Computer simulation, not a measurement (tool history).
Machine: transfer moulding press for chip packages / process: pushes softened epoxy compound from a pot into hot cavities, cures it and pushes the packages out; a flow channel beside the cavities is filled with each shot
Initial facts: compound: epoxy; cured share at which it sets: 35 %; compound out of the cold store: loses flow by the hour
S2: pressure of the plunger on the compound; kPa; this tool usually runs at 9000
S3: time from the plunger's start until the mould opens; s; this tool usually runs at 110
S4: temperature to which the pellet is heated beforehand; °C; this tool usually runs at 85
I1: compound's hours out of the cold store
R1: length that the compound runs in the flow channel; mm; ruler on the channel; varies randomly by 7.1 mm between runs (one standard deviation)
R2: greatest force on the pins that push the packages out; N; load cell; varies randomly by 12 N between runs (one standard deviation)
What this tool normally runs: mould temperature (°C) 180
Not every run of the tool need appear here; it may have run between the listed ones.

{"run": 1, "hour": 0.0, "mould temperature (°C)": 180, "S2": 9000, "S3": 110, "S4": 85, "I1": 30.8, "R1": 707, "R2": 591}
{"hour": 57.7, "done": "cavities cleaned with cleaning compound and waxed"}
{"hour": 71.3, "done": "plunger's sealing rings changed"}
{"run": 2, "hour": 85.2, "mould temperature (°C)": 180, "S2": 10470, "S3": 110, "S4": 85, "I1": 43.2, "R1": 816, "R2": 651}
{"hour": 121.7, "done": "cavities cleaned with cleaning compound and waxed"}
{"run": 3, "hour": 131.4, "mould temperature (°C)": 180, "S2": 10470, "S3": 110, "S4": 92, "I1": 31, "R1": 815, "R2": 589}
{"run": 4, "hour": 170.1, "mould temperature (°C)": 180, "S2": 9000, "S3": 110, "S4": 85, "I1": 26.7, "R1": 755, "R2": 774}
{"hour": 185.3, "done": "cavities cleaned with cleaning compound and waxed"}
{"run": 5, "hour": 211.8, "mould temperature (°C)": 180, "S2": 9000, "S3": 110, "S4": 85, "I1": 32.2, "R1": 738, "R2": 705}
{"hour": 246.7, "done": "cavities cleaned with cleaning compound and waxed"}
{"run": 6, "hour": 291.3, "mould temperature (°C)": 180, "S2": 9000, "S3": 110, "S4": 85, "I1": 46.8, "R1": 686, "R2": 758}
{"hour": 307.1, "done": "cavities cleaned with cleaning compound and waxed"}
{"run": 7, "hour": 328.6, "mould temperature (°C)": 180, "S2": 9000, "S3": 110, "S4": 85, "I1": 17.5, "R1": 742, "R2": 658}
{"hour": 355.4, "done": "mould's thermocouples calibrated"}
{"hour": 369.0, "done": "cavities cleaned with cleaning compound and waxed"}
{"run": 8, "hour": 409.3, "mould temperature (°C)": 180, "S2": 9000, "S3": 110, "S4": 85, "I1": 40.8, "R1": 676, "R2": 742}
{"hour": 430.3, "done": "cavities cleaned with cleaning compound and waxed"}
{"run": 9, "hour": 456.7, "mould temperature (°C)": 180, "S2": 9000, "S3": 110, "S4": 85, "I1": 29.5, "R1": 683, "R2": 670}
{"hour": 465.2, "done": "plunger's sealing rings changed"}
{"hour": 496.9, "done": "cavities cleaned with cleaning compound and waxed"}
{"run": 10, "hour": 518.0, "mould temperature (°C)": 180, "S2": 9000, "S3": 110, "S4": 85, "I1": 45.3, "R1": 729, "R2": 676}
{"hour": 559.5, "done": "cavities cleaned with cleaning compound and waxed"}
{"run": 11, "hour": 563.1, "mould temperature (°C)": 180, "S2": 9000, "S3": 110, "S4": 85, "I1": 46.6, "R1": 697, "R2": 560}
{"run": 12, "hour": 602.8, "mould temperature (°C)": 180, "S2": 9000, "S3": 110, "S4": 85, "I1": 15.6, "R1": 759, "R2": 733}
{"hour": 623.5, "done": "cavities cleaned with cleaning compound and waxed"}
{"run": 13, "hour": 659.6, "mould temperature (°C)": 180, "S2": 9000, "S3": 110, "S4": 95, "I1": 11.2, "R1": 774, "R2": 737}
{"hour": 683.5, "done": "cavities cleaned with cleaning compound and waxed"}
{"run": 14, "hour": 723.0, "mould temperature (°C)": 182, "S2": 8690, "S3": 144, "S4": 81, "I1": 33.9, "R1": 671, "R2": 636}
{"hour": 744.4, "done": "cavities cleaned with cleaning compound and waxed"}
{"run": 15, "hour": 773.2, "mould temperature (°C)": 182, "S2": 8690, "S3": 144, "S4": 85, "I1": 10.2, "R1": 732, "R2": 572}
{"hour": 801.8, "done": "mould's thermocouples calibrated"}
{"hour": 807.5, "done": "cavities cleaned with cleaning compound and waxed"}
{"run": 16, "hour": 844.3, "mould temperature (°C)": 182, "S2": 8690, "S3": 144, "S4": 85, "I1": 39.6, "R1": 657, "R2": 611}
{"hour": 860.0, "done": "plunger's sealing rings changed"}
{"hour": 870.0, "done": "cavities cleaned with cleaning compound and waxed"}
{"run": 17, "hour": 920.2, "mould temperature (°C)": 182, "S2": 8690, "S3": 144, "S4": 85, "I1": 37.7, "R1": 732, "R2": 641}
{"hour": 934.3, "done": "cavities cleaned with cleaning compound and waxed"}
{"run": 18, "hour": 979.8, "mould temperature (°C)": 181, "S2": 9570, "S3": 144, "S4": 84, "I1": 36.3, "R1": 753, "R2": 645}
{"hour": 998.7, "done": "cavities cleaned with cleaning compound and waxed"}
{"run": 19, "hour": 1045.7, "mould temperature (°C)": 175, "S2": 9570, "S3": 144, "S4": 84, "I1": 38.8, "R1": 737, "R2": 702}
{"hour": 1059.7, "done": "cavities cleaned with cleaning compound and waxed"}
{"run": 20, "hour": 1113.0, "mould temperature (°C)": 177, "S2": 7250, "S3": 116, "S4": 94, "I1": 35.4, "R1": 641, "R2": 811}
{"hour": 1121.7, "done": "cavities cleaned with cleaning compound and waxed"}
{"run": 21, "hour": 1173.6, "mould temperature (°C)": 177, "S2": 7250, "S3": 116, "S4": 94, "I1": 25.9, "R1": 654, "R2": 795}
{"hour": 1183.7, "done": "cavities cleaned with cleaning compound and waxed"}
{"run": 22, "hour": 1217.0, "mould temperature (°C)": 179, "S2": 10220, "S3": 105, "S4": 75, "I1": 20.8, "R1": 754, "R2": 800}
{"hour": 1244.2, "done": "mould's thermocouples calibrated"}
{"hour": 1245.7, "done": "cavities cleaned with cleaning compound and waxed"}
{"hour": 1256.0, "done": "plunger's sealing rings changed"}
{"run": 23, "hour": 1256.0, "mould temperature (°C)": 179, "S2": 10220, "S3": 102, "S4": 92, "I1": 8.2, "R1": 885, "R2": 739}
{"hour": 1309.0, "done": "cavities cleaned with cleaning compound and waxed"}
{"run": 24, "hour": 1336.0, "mould temperature (°C)": 179, "S2": 10220, "S3": 102, "S4": 92, "I1": 15.7, "R1": 836, "R2": 881}
{"hour": 1371.4, "done": "cavities cleaned with cleaning compound and waxed"}
{"run": 25, "hour": 1401.0, "mould temperature (°C)": 180, "S2": 9790, "S3": 110, "S4": 85, "I1": 30, "R1": 774, "R2": 720}
{"hour": 1435.6, "done": "cavities cleaned with cleaning compound and waxed"}
{"run": 26, "hour": 1460.4, "mould temperature (°C)": 180, "S2": 9790, "S3": 110, "S4": 85, "I1": 38.1, "R1": 750, "R2": 687}

Each row is a separate what-if for the run after 26, all from the same tool condition, not one after another. Results?
{"hour": 1498.7, "done": "cavities cleaned with cleaning compound and waxed"}
{"run": "A", "hour": 1512.5, "mould temperature (°C)": 175, "S2": 7590, "S3": 110, "S4": 85, "I1": 31.7, "R1": "?", "R2": "?"}
{"hour": 1498.7, "done": "cavities cleaned with cleaning compound and waxed"}
{"run": "B", "hour": 1512.5, "mould temperature (°C)": 180, "S2": 9000, "S3": 110, "S4": 84, "I1": 37.5, "R1": "?", "R2": "?"}
{"hour": 1498.7, "done": "cavities cleaned with cleaning compound and waxed"}
{"run": "C", "hour": 1512.5, "mould temperature (°C)": 172, "S2": 10790, "S3": 110, "S4": 92, "I1": 44.9, "R1": "?", "R2": "?"}

run=A R1=671 R2=811
run=B R1=708 R2=619
run=C R1=790 R2=950
Without the tool's unlogged condition, the same runs would have read:
run=A R1=725 R2=683
run=B R1=765 R2=524
run=C R1=853 R2=800
